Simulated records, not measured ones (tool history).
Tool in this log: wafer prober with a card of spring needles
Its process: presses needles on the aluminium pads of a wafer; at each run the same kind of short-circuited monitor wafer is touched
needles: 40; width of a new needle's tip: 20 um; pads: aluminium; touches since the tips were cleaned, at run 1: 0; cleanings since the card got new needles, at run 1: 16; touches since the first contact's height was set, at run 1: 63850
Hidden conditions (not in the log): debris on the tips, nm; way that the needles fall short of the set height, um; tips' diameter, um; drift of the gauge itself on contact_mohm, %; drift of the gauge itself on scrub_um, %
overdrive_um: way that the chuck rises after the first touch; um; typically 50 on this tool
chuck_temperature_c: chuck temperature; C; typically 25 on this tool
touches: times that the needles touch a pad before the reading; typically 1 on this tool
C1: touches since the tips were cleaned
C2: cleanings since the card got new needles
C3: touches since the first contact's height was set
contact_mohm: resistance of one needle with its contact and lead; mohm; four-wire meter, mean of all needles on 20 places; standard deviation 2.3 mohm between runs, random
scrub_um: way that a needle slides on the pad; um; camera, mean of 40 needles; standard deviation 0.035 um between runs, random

run 1 day=0 | overdrive_um=50 chuck_temperature_c=25 touches=1 | C1=0 C2=16 C3=63850 | contact_mohm=262 scrub_um=12.7
run 2 day=0.308 | overdrive_um=50 chuck_temperature_c=25 touches=1 | C1=2867 C2=16 C3=66717 | contact_mohm=326 scrub_um=12.65
-- day=0.388 tips cleaned on abrasive film
run 3 day=0.583 | overdrive_um=50 chuck_temperature_c=25 touches=1 | C1=1807 C2=17 C3=69254 | contact_mohm=309 scrub_um=12.62
-- day=0.758 tips cleaned on abrasive film
run 4 day=0.938 | overdrive_um=50 chuck_temperature_c=25 touches=1 | C1=1685 C2=18 C3=72528 | contact_mohm=312 scrub_um=12.71
-- day=1.167 tips cleaned on abrasive film
run 5 day=1.375 | overdrive_um=50 chuck_temperature_c=25 touches=1 | C1=1944 C2=19 C3=76571 | contact_mohm=307 scrub_um=12.57
-- day=1.575 tips cleaned on abrasive film
run 6 day=1.6 | overdrive_um=50 chuck_temperature_c=25 touches=1 | C1=224 C2=20 C3=78628 | contact_mohm=274 scrub_um=12.67
run 7 day=1.879 | overdrive_um=50 chuck_temperature_c=82 touches=1 | C1=2826 C2=20 C3=81230 | contact_mohm=341 scrub_um=12.6
-- day=1.967 tips cleaned on abrasive film
run 8 day=2.271 | overdrive_um=50 chuck_temperature_c=52 touches=1 | C1=2833 C2=21 C3=84837 | contact_mohm=329 scrub_um=12.56
-- day=2.375 tips cleaned on abrasive film
run 9 day=2.696 | overdrive_um=50 chuck_temperature_c=25 touches=1 | C1=2978 C2=22 C3=88774 | contact_mohm=328 scrub_um=12.58
-- day=2.75 tips cleaned on abrasive film
run 10 day=2.938 | overdrive_um=50 chuck_temperature_c=25 touches=1 | C1=1783 C2=23 C3=91019 | contact_mohm=314 scrub_um=12.62
-- day=3.142 tips cleaned on abrasive film
run 11 day=3.412 | overdrive_um=50 chuck_temperature_c=25 touches=1 | C1=2513 C2=24 C3=95380 | contact_mohm=319 scrub_um=12.56
-- day=3.446 height of the first contact set anew
-- day=3.521 tips cleaned on abrasive film
run 12 day=3.829 | overdrive_um=50 chuck_temperature_c=25 touches=1 | C1=2871 C2=25 C3=3541 | contact_mohm=337 scrub_um=12.35
-- day=3.896 tips cleaned on abrasive film
run 13 day=4.204 | overdrive_um=43 chuck_temperature_c=25 touches=1 | C1=2844 C2=26 C3=6984 | contact_mohm=355 scrub_um=10.52
-- day=4.271 tips cleaned on abrasive film
run 14 day=4.588 | overdrive_um=50 chuck_temperature_c=33 touches=1 | C1=2931 C2=27 C3=10525 | contact_mohm=329 scrub_um=12.3
-- day=4.65 tips cleaned on abrasive film
run 15 day=4.962 | overdrive_um=50 chuck_temperature_c=25 touches=2 | C1=2920 C2=28 C3=14013 | contact_mohm=304 scrub_um=12.24
-- day=5.042 tips cleaned on abrasive film
run 16 day=5.388 | overdrive_um=50 chuck_temperature_c=25 touches=2 | C1=3223 C2=29 C3=17940 | contact_mohm=312 scrub_um=12.28
-- day=5.438 tips cleaned on abrasive film
run 17 day=5.738 | overdrive_um=45 chuck_temperature_c=91 touches=2 | C1=2817 C2=30 C3=21167 | contact_mohm=330 scrub_um=10.94
-- day=5.817 tips cleaned on abrasive film
run 18 day=6.146 | overdrive_um=32 chuck_temperature_c=29 touches=3 | C1=3085 C2=31 C3=24941 | contact_mohm=341 scrub_um=7.58
-- day=6.183 tips cleaned on abrasive film
-- day=6.258 height of the first contact set anew, once more
-- day=6.579 tips cleaned on abrasive film
run 19 day=6.662 | overdrive_um=36 chuck_temperature_c=81 touches=3 | C1=806 C2=33 C3=3737 | contact_mohm=292 scrub_um=9.29
-- day=6.95 tips cleaned on abrasive film
run 20 day=7.008 | overdrive_um=36 chuck_temperature_c=81 touches=3 | C1=536 C2=34 C3=6919 | contact_mohm=294 scrub_um=9.23
-- day=7.354 tips cleaned on abrasive film
run 21 day=7.417 | overdrive_um=40 chuck_temperature_c=83 touches=1 | C1=565 C2=35 C3=10677 | contact_mohm=320 scrub_um=10.22
-- day=7.738 tips cleaned on abrasive film
run 22 day=7.908 | overdrive_um=40 chuck_temperature_c=83 touches=1 | C1=1602 C2=36 C3=15241 | contact_mohm=345 scrub_um=10.26
-- day=8.108 tips cleaned on abrasive film
run 23 day=8.267 | overdrive_um=40 chuck_temperature_c=39 touches=1 | C1=1491 C2=37 C3=18550 | contact_mohm=335 scrub_um=10.2
-- day=8.5 tips cleaned on abrasive film
run 24 day=8.508 | overdrive_um=62 chuck_temperature_c=25 touches=3 | C1=54 C2=38 C3=20747 | contact_mohm=259 scrub_um=15.9
-- day=8.879 tips cleaned on abrasive film
run 25 day=8.988 | overdrive_um=33 chuck_temperature_c=25 touches=1 | C1=1023 C2=39 C3=25198 | contact_mohm=334 scrub_um=8.41
-- day=9.25 tips cleaned on abrasive film
run 26 day=9.333 | overdrive_um=52 chuck_temperature_c=33 touches=1 | C1=808 C2=40 C3=28403 | contact_mohm=288 scrub_um=13.27
-- day=9.625 tips cleaned on abrasive film
run 27 day=9.85 | overdrive_um=52 chuck_temperature_c=33 touches=1 | C1=2110 C2=41 C3=33189 | contact_mohm=308 scrub_um=13.26
-- day=10.004 tips cleaned on abrasive film
run 28 day=10.179 | overdrive_um=52 chuck_temperature_c=33 touches=1 | C1=1634 C2=42 C3=36196 | contact_mohm=313 scrub_um=13.27
-- day=10.375 tips cleaned on abrasive film
run 29 day=10.496 | overdrive_um=52 chuck_temperature_c=33 touches=1 | C1=1134 C2=43 C3=39132 | contact_mohm=295 scrub_um=13.28
run 30 day=10.712 | overdrive_um=43 chuck_temperature_c=25 touches=2 | C1=3127 C2=43 C3=41125 | contact_mohm=320 scrub_um=10.94
-- day=10.758 tips cleaned on abrasive film
run 31 day=11.079 | overdrive_um=43 chuck_temperature_c=34 touches=1 | C1=2985 C2=44 C3=44520 | contact_mohm=355 scrub_um=10.87
-- day=11.154 tips cleaned on abrasive film
run 32 day=11.483 | overdrive_um=43 chuck_temperature_c=34 touches=1 | C1=3060 C2=45 C3=48256 | contact_mohm=365 scrub_um=10.92

Hidden condition of the tool, last listed run before each entry between runs versus first listed run after:
Runs 2 to 3: tips cleaned on abrasive film (day 0.388)
  debris on the tips, nm: 32.3 -> 22.7; way that the needles fall short of the set height, um: 0.82 -> 0.88; tips' diameter, um: 20.29 -> 20.31
  the result without the hidden state subtracted from the measured one, contact_mohm: +65 -> +47 mohm; scrub_um: -0.21 -> -0.23 um
Runs 3 to 4: tips cleaned on abrasive film (day 0.758)
  debris on the tips, nm: 22.7 -> 23.9; way that the needles fall short of the set height, um: 0.88 -> 0.92; tips' diameter, um: 20.31 -> 20.32
  the result without the hidden state subtracted from the measured one, contact_mohm: +47 -> +49 mohm; scrub_um: -0.23 -> -0.24 um
Runs 4 to 5: tips cleaned on abrasive film (day 1.167)
  debris on the tips, nm: 23.9 -> 24.6; way that the needles fall short of the set height, um: 0.92 -> 0.97; tips' diameter, um: 20.32 -> 20.34
  the result without the hidden state subtracted from the measured one, contact_mohm: +49 -> +49 mohm; scrub_um: -0.24 -> -0.25 um
Runs 5 to 6: tips cleaned on abrasive film (day 1.575)
  debris on the tips, nm: 24.6 -> 6.4; way that the needles fall short of the set height, um: 0.97 -> 1.03; tips' diameter, um: 20.34 -> 20.36
  the result without the hidden state subtracted from the measured one, contact_mohm: +49 -> +14 mohm; scrub_um: -0.25 -> -0.27 um
Runs 7 to 8: tips cleaned on abrasive film (day 1.967)
  debris on the tips, nm: 33.8 -> 34.3; way that the needles fall short of the set height, um: 1.03 -> 1.09; tips' diameter, um: 20.36 -> 20.38
  the result without the hidden state subtracted from the measured one, contact_mohm: +64 -> +66 mohm; scrub_um: -0.27 -> -0.28 um
Runs 8 to 9: tips cleaned on abrasive film (day 2.375)
  debris on the tips, nm: 34.3 -> 34; way that the needles fall short of the set height, um: 1.09 -> 1.13; tips' diameter, um: 20.38 -> 20.4
  the result without the hidden state subtracted from the measured one, contact_mohm: +66 -> +70 mohm; scrub_um: -0.28 -> -0.3 um
Runs 9 to 10: tips cleaned on abrasive film (day 2.75)
  debris on the tips, nm: 34 -> 25.4; way that the needles fall short of the set height, um: 1.13 -> 1.17; tips' diameter, um: 20.4 -> 20.41
  the result without the hidden state subtracted from the measured one, contact_mohm: +70 -> +53 mohm; scrub_um: -0.3 -> -0.3 um
Runs 10 to 11: tips cleaned on abrasive film (day 3.142)
  debris on the tips, nm: 25.4 -> 30.9; way that the needles fall short of the set height, um: 1.17 -> 1.23; tips' diameter, um: 20.41 -> 20.43
  the result without the hidden state subtracted from the measured one, contact_mohm: +53 -> +64 mohm; scrub_um: -0.3 -> -0.32 um
Runs 11 to 12: height of the first contact set anew (day 3.446); tips cleaned on abrasive film (day 3.521)
  debris on the tips, nm: 30.9 -> 35.9; way that the needles fall short of the set height, um: 1.23 -> 2.15; tips' diameter, um: 20.43 -> 20.45
  the result without the hidden state subtracted from the measured one, contact_mohm: +64 -> +77 mohm; scrub_um: -0.32 -> -0.56 um
Runs 12 to 13: tips cleaned on abrasive film (day 3.896)
  debris on the tips, nm: 35.9 -> 33.3; way that the needles fall short of the set height, um: 2.15 -> 2.18; tips' diameter, um: 20.45 -> 20.46
  the result without the hidden state subtracted from the measured one, contact_mohm: +77 -> +96 mohm; scrub_um: -0.56 -> -0.56 um
Runs 13 to 14: tips cleaned on abrasive film (day 4.271)
  debris on the tips, nm: 33.3 -> 33.8; way that the needles fall short of the set height, um: 2.18 -> 2.22; tips' diameter, um: 20.46 -> 20.48
  the result without the hidden state subtracted from the measured one, contact_mohm: +96 -> +71 mohm; scrub_um: -0.56 -> -0.57 um
Runs 14 to 15: tips cleaned on abrasive film (day 4.65)
  debris on the tips, nm: 33.8 -> 33.5; way that the needles fall short of the set height, um: 2.22 -> 2.28; tips' diameter, um: 20.48 -> 20.5
  the result without the hidden state subtracted from the measured one, contact_mohm: +71 -> +44 mohm; scrub_um: -0.57 -> -0.58 um
Runs 15 to 16: tips cleaned on abrasive film (day 5.042)
  debris on the tips, nm: 33.5 -> 35.6; way that the needles fall short of the set height, um: 2.28 -> 2.32; tips' diameter, um: 20.5 -> 20.51
  the result without the hidden state subtracted from the measured one, contact_mohm: +44 -> +48 mohm; scrub_um: -0.58 -> -0.6 um
Runs 16 to 17: tips cleaned on abrasive film (day 5.438)
  debris on the tips, nm: 35.6 -> 32.9; way that the needles fall short of the set height, um: 2.32 -> 2.37; tips' diameter, um: 20.51 -> 20.53
  the result without the hidden state subtracted from the measured one, contact_mohm: +48 -> +49 mohm; scrub_um: -0.6 -> -0.61 um
Runs 17 to 18: tips cleaned on abrasive film (day 5.817)
  debris on the tips, nm: 32.9 -> 35.4; way that the needles fall short of the set height, um: 2.37 -> 2.44; tips' diameter, um: 20.53 -> 20.55
  the result without the hidden state subtracted from the measured one, contact_mohm: +49 -> +70 mohm; scrub_um: -0.61 -> -0.63 um
Runs 18 to 19: tips cleaned on abrasive film (day 6.183); height of the first contact set anew, once more (day 6.258); tips cleaned on abrasive film (day 6.579)
  debris on the tips, nm: 35.4 -> 14.2; way that the needles fall short of the set height, um: 2.44 -> 0.06; tips' diameter, um: 20.55 -> 20.59
  the result without the hidden state subtracted from the measured one, contact_mohm: +70 -> +18 mohm; scrub_um: -0.63 -> -0.01 um
Runs 19 to 20: tips cleaned on abrasive film (day 6.95)
  debris on the tips, nm: 14.2 -> 11.2; way that the needles fall short of the set height, um: 0.06 -> 0.11; tips' diameter, um: 20.59 -> 20.61
  the result without the hidden state subtracted from the measured one, contact_mohm: +18 -> +14 mohm; scrub_um: -0.01 -> -0.03 um
Runs 20 to 21: tips cleaned on abrasive film (day 7.354)
  debris on the tips, nm: 11.2 -> 12.4; way that the needles fall short of the set height, um: 0.11 -> 0.15; tips' diameter, um: 20.61 -> 20.62
  the result without the hidden state subtracted from the measured one, contact_mohm: +14 -> +35 mohm; scrub_um: -0.03 -> -0.04 um
Runs 21 to 22: tips cleaned on abrasive film (day 7.738)
  debris on the tips, nm: 12.4 -> 23.8; way that the needles fall short of the set height, um: 0.15 -> 0.2; tips' diameter, um: 20.62 -> 20.64
  the result without the hidden state subtracted from the measured one, contact_mohm: +35 -> +66 mohm; scrub_um: -0.04 -> -0.05 um
Runs 22 to 23: tips cleaned on abrasive film (day 8.108)
  debris on the tips, nm: 23.8 -> 23; way that the needles fall short of the set height, um: 0.2 -> 0.24; tips' diameter, um: 20.64 -> 20.65
  the result without the hidden state subtracted from the measured one, contact_mohm: +66 -> +69 mohm; scrub_um: -0.05 -> -0.07 um
Runs 23 to 24: tips cleaned on abrasive film (day 8.5)
  debris on the tips, nm: 23 -> 4.2; way that the needles fall short of the set height, um: 0.24 -> 0.29; tips' diameter, um: 20.65 -> 20.67
  the result without the hidden state subtracted from the measured one, contact_mohm: +69 -> +3 mohm; scrub_um: -0.07 -> -0.08 um
Runs 24 to 25: tips cleaned on abrasive film (day 8.879)
  debris on the tips, nm: 4.2 -> 15.3; way that the needles fall short of the set height, um: 0.29 -> 0.33; tips' diameter, um: 20.67 -> 20.68
  the result without the hidden state subtracted from the measured one, contact_mohm: +3 -> +68 mohm; scrub_um: -0.08 -> -0.08 um
Runs 25 to 26: tips cleaned on abrasive film (day 9.25)
  debris on the tips, nm: 15.3 -> 14.7; way that the needles fall short of the set height, um: 0.33 -> 0.37; tips' diameter, um: 20.68 -> 20.7
  the result without the hidden state subtracted from the measured one, contact_mohm: +68 -> +28 mohm; scrub_um: -0.08 -> -0.1 um
Runs 26 to 27: tips cleaned on abrasive film (day 9.625)
  debris on the tips, nm: 14.7 -> 26.3; way that the needles fall short of the set height, um: 0.37 -> 0.41; tips' diameter, um: 20.7 -> 20.71
  the result without the hidden state subtracted from the measured one, contact_mohm: +28 -> +49 mohm; scrub_um: -0.1 -> -0.1 um
Runs 27 to 28: tips cleaned on abrasive film (day 10.004)
  debris on the tips, nm: 26.3 -> 24.5; way that the needles fall short of the set height, um: 0.41 -> 0.46; tips' diameter, um: 20.71 -> 20.73
  the result without the hidden state subtracted from the measured one, contact_mohm: +49 -> +47 mohm; scrub_um: -0.1 -> -0.12 um
Runs 28 to 29: tips cleaned on abrasive film (day 10.375)
  debris on the tips, nm: 24.5 -> 19.1; way that the needles fall short of the set height, um: 0.46 -> 0.51; tips' diameter, um: 20.73 -> 20.74
  the result without the hidden state subtracted from the measured one, contact_mohm: +47 -> +36 mohm; scrub_um: -0.12 -> -0.13 um
Runs 30 to 31: tips cleaned on abrasive film (day 10.758)
  debris on the tips, nm: 36.7 -> 34.4; way that the needles fall short of the set height, um: 0.51 -> 0.56; tips' diameter, um: 20.74 -> 20.76
  the result without the hidden state subtracted from the measured one, contact_mohm: +60 -> +92 mohm; scrub_um: -0.13 -> -0.14 um
Runs 31 to 32: tips cleaned on abrasive film (day 11.154)
  debris on the tips, nm: 34.4 -> 37.1; way that the needles fall short of the set height, um: 0.56 -> 0.61; tips' diameter, um: 20.76 -> 20.78
  the result without the hidden state subtracted from the measured one, contact_mohm: +92 -> +101 mohm; scrub_um: -0.14 -> -0.15 um
